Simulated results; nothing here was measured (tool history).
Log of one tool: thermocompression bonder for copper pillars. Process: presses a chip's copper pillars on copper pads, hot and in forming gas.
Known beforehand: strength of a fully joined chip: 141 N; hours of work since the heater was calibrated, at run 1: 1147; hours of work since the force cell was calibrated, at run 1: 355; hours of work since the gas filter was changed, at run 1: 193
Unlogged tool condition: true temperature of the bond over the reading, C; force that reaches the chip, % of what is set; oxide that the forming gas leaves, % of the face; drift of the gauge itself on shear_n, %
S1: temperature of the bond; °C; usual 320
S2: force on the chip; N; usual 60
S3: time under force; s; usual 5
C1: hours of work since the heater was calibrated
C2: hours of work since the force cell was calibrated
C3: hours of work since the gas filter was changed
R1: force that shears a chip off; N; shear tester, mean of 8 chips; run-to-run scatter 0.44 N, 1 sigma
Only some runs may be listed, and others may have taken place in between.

run	hour	S1	S2	S3	C1	C2	C3	R1
1	0	320	60	5	1147	355	193	88.3
2	50.7	320	60	5	1174	382	220	87.7
3	114.8	320	60	5	1208	417	254	87.7
4	158.3	320	60	5	1231	440	278	88
5	226.1	320	60	5	1268	476	314	87.5
6	272.9	320	60	3	1293	502	339	74
# hour 284.5: heater calibrated with a thermocouple chip
7	328.3	320	60	3	24	530	368	68.4
8	370.5	320	60	3	46	553	390	68.6
# hour 402.9: forming gas filter changed
9	421.6	301	47	5	73	580	10	54.4
10	497.8	301	47	5	114	621	51	53.5
11	556.3	302	47	9	146	652	82	67.5
12	609.2	340	47	9	174	681	111	96.3
13	648.5	320	85	5	195	702	132	105.7
14	688	320	85	5	216	723	153	105.8
15	721.3	332	85	5	234	741	171	114.6

Run 16, settings as shown, results not yet in. Your forecast:
16	793.5	296	48	14	273	780	210	?

{"run 16": {"R1": 75.3}}
The same run, on a tool lacking any hidden state, would have yielded R1 76.8 N.
